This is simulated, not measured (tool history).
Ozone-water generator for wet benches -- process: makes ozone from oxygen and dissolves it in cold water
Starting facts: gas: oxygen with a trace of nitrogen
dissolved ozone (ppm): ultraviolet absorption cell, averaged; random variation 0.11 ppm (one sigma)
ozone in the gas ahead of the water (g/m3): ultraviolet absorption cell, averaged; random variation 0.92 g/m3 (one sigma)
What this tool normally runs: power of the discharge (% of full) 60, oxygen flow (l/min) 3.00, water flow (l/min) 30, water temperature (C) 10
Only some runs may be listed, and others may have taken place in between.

| run | hour | power of the discharge (% of full) | oxygen flow (l/min) | water flow (l/min) | water temperature (C) | dissolved ozone (ppm) | ozone in the gas ahead of the water (g/m3) |
|---|---|---|---|---|---|---|---|
| 1 | 0.0 | 60 | 3.00 | 30 | 10 | 6.3 | 150.9 |
| 2 | 38.9 | 60 | 3.00 | 30 | 10 | 6.3 | 153.0 |
| 3 | 85.9 | 60 | 3.00 | 30 | 8 | 6.4 | 152.3 |
| 4 | 171.5 | 60 | 3.00 | 30 | 8 | 6.3 | 153.0 |
| 5 | 226.8 | 60 | 3.00 | 30 | 8 | 6.3 | 152.3 |
| 6 | 315.5 | 60 | 3.00 | 30 | 8 | 6.4 | 153.0 |
| 7 | 353.4 | 60 | 3.00 | 30 | 8 | 6.4 | 152.7 |
| 8 | 410.0 | 63 | 3.00 | 30 | 8 | 6.6 | 156.7 |
| 9 | 465.2 | 60 | 2.87 | 30 | 10 | 6.4 | 155.0 |
| 10 | 523.4 | 60 | 2.87 | 30 | 10 | 6.3 | 155.9 |
| 11 | 593.6 | 60 | 2.87 | 30 | 10 | 6.3 | 154.4 |
| 12 | 682.8 | 60 | 2.87 | 30 | 10 | 6.2 | 155.6 |
| 13 | 771.5 | 60 | 2.87 | 30 | 10 | 6.0 | 153.4 |
| 14 | 823.3 | 74 | 2.99 | 19 | 10 | 11.2 | 174.1 |
| 15 | 878.7 | 53 | 1.53 | 23 | 11 | 6.5 | 206.7 |
|  | 887.6 | contactor cleaned |
| 16 | 960.9 | 54 | 1.59 | 30 | 15 | 4.9 | 205.1 |
| 17 | 1010.8 | 52 | 2.99 | 43 | 10 | 3.6 | 136.6 |
|  | 1043.9 | contactor cleaned, once more |
| 18 | 1059.8 | 52 | 2.99 | 43 | 10 | 4.1 | 136.9 |
| 19 | 1120.2 | 46 | 3.78 | 40 | 11 | 4.4 | 110.5 |
| 20 | 1176.1 | 46 | 3.78 | 40 | 11 | 4.3 | 111.1 |
| 21 | 1226.5 | 60 | 2.15 | 39 | 10 | 4.6 | 183.5 |
| 22 | 1301.2 | 60 | 2.15 | 39 | 10 | 4.7 | 184.1 |
|  | 1349.3 | water thermometer calibrated |
| 23 | 1367.5 | 60 | 3.00 | 30 | 15 | 6.5 | 148.9 |
| 24 | 1418.3 | 48 | 3.00 | 35 | 15 | 4.6 | 131.1 |

Branching from run 24: 3 alternative next runs. What would each branch give?
| A | 1491.7 | 47 | 1.83 | 30 | 10 | ? | ? |
| B | 1491.7 | 48 | 3.08 | 21 | 11 | ? | ? |
| C | 1491.7 | 60 | 3.47 | 31 | 13 | ? | ? |

| run | dissolved ozone (ppm) | ozone in the gas ahead of the water (g/m3) |
|---|---|---|
| A | 5.2 | 172.8 |
| B | 8.2 | 128.6 |
| C | 6.5 | 138.5 |
Take away the tool's hidden state, keep each run's random variation, and the runs would have read:
| run | dissolved ozone (ppm) | ozone in the gas ahead of the water (g/m3) |
|---|---|---|
| A | 5.4 | 176.0 |
| B | 8.5 | 131.1 |
| C | 6.7 | 141.7 |

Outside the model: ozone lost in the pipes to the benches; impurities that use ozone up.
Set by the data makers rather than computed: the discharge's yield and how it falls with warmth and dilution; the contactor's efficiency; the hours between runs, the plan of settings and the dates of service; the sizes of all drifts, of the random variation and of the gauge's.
